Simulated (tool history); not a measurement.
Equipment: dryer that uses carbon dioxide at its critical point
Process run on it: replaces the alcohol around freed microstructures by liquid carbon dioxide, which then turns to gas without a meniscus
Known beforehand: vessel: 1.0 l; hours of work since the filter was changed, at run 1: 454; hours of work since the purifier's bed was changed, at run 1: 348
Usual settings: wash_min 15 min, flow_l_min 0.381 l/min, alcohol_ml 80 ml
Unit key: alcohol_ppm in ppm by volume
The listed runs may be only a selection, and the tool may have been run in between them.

| run | hour | wash_min | flow_l_min | alcohol_ml | hours of work since the filter was changed | hours of work since the purifier's bed was changed | alcohol_ppm |
|---|---|---|---|---|---|---|---|
| 1 | 0 | 15 | 0.381 | 80 | 454 | 348 | 1784 |
| 2 | 29.1 | 15 | 0.381 | 80 | 476 | 371 | 1814 |
| 3 | 51 | 15 | 0.381 | 80 | 493 | 387 | 1907 |
| 4 | 65.1 | 15 | 0.381 | 80 | 504 | 398 | 1922 |
| 5 | 85 | 15 | 0.381 | 80 | 519 | 413 | 1984 |
|  | 101.4 | inlet filter changed |
| 6 | 117 | 21 | 0.381 | 80 | 12 | 437 | 291 |
| 7 | 144.1 | 21 | 0.307 | 80 | 32 | 457 | 772 |
| 8 | 177.2 | 15 | 0.381 | 80 | 58 | 482 | 1226 |
| 9 | 201.7 | 15 | 0.381 | 80 | 76 | 501 | 1216 |
| 10 | 227.6 | 15 | 0.381 | 80 | 96 | 521 | 1329 |
| 11 | 253.4 | 14 | 0.381 | 97 | 116 | 540 | 2029 |
| 12 | 271.5 | 15 | 0.51 | 80 | 129 | 554 | 390 |
| 13 | 300.6 | 14 | 0.51 | 35 | 152 | 576 | 315 |
| 14 | 330 | 14 | 0.51 | 35 | 174 | 599 | 324 |
| 15 | 351.5 | 14 | 0.51 | 111 | 190 | 615 | 717 |
| 16 | 382.1 | 14 | 0.51 | 111 | 214 | 638 | 758 |
|  | 405.4 | purifier's bed changed |
| 17 | 410.1 | 14 | 0.51 | 111 | 233 | 4 | 615 |

5 options for the next run, each taken on its own from the tool as it stands now. Forecast them:
| A | 442.8 | 11 | 0.276 | 111 | 257 | 28 | ? |
| B | 442.8 | 19 | 0.381 | 29 | 257 | 28 | ? |
| C | 442.8 | 15 | 0.381 | 21 | 257 | 28 | ? |
| D | 442.8 | 14 | 0.325 | 111 | 257 | 28 | ? |
| E | 442.8 | 15 | 0.25 | 21 | 257 | 28 | ? |

| run | alcohol_ppm |
|---|---|
| A | 13581 |
| B | 199 |
| C | 382 |
| D | 4606 |
| E | 1594 |
Stripped of hidden state, with their random variation kept, the same runs would have yielded:
| run | alcohol_ppm |
|---|---|
| A | 11458 |
| B | 133 |
| C | 273 |
| D | 3559 |
| E | 1290 |
